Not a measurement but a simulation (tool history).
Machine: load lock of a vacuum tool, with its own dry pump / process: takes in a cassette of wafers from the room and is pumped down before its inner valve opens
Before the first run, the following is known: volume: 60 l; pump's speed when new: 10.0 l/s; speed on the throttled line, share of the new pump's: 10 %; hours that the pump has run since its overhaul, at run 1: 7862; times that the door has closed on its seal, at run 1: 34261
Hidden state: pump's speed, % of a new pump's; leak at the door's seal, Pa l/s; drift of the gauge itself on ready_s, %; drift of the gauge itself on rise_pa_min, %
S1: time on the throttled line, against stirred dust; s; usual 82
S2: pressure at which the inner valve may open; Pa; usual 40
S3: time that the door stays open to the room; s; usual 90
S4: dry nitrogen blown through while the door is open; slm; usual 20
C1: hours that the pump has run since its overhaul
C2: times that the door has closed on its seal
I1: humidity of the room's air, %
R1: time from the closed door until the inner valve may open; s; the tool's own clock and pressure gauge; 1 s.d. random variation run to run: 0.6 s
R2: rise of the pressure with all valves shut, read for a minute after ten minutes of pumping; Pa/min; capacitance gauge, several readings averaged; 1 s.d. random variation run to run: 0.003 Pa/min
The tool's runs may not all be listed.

run	hour	S1	S2	S3	S4	C1	C2	I1	R1	R2
1	0.0	82	40	90	20	7862	34261	41.5	121.7	0.027
2	234.9	82	40	90	20	8097	34882	43.9	120.1	0.029
3	481.1	82	40	90	20	8343	35533	45.8	121.1	0.031
4	660.2	82	40	90	20	8522	36006	45.1	121.0	0.027
5	933.9	82	47	90	20	8796	36730	46.6	119.6	0.035
6	1184.6	82	40	90	20	9046	37392	48.2	121.5	0.033
7	1366.2	82	40	90	20	9228	37872	48.3	121.5	0.034
8	1655.3	82	40	90	20	9517	38637	45.0	121.2	0.030
9	1921.3	82	40	90	20	9783	39340	46.8	121.5	0.022
10	2163.2	63	40	90	20	10025	39979	47.5	104.8	0.029
11	2478.8	44	40	90	20	10340	40813	47.8	87.6	0.028
12	2806.1	50	40	90	20	10668	41679	45.7	92.0	0.034
13	3104.4	50	40	90	20	10966	42467	41.0	91.9	0.023
14	3290.0	50	40	90	20	11152	42957	42.8	92.4	0.030
15	3570.1	50	40	90	20	11432	43698	48.2	92.7	0.032
16	3845.4	82	40	90	20	11707	44426	45.3	121.5	0.033
# hour 4147.5: door's seal changed, seat wiped
17	4185.6	82	40	90	21	12046	101	47.5	119.9	0.027
18	4517.3	82	40	90	21	12377	978	44.1	121.8	0.031
19	4690.1	82	40	90	8	12550	1435	43.7	121.2	0.038
20	4950.3	108	67	90	13	12810	2122	44.0	141.6	0.033
21	5128.0	108	67	90	13	12988	2592	45.8	141.8	0.034
22	5383.4	82	40	90	7	13244	3267	44.6	120.6	0.036
23	5677.2	41	40	77	44	13537	4044	43.3	83.3	0.021

Run 24 comes next. What will it give?
24	5841.9	78	40	90	4	13702	4479	42.6	?	?

Run 24 came out at R1 117.1 s, R2 0.047 Pa/min.
With no hidden state in the tool, this same run would have given R1 117.1 s, R2 0.047 Pa/min.
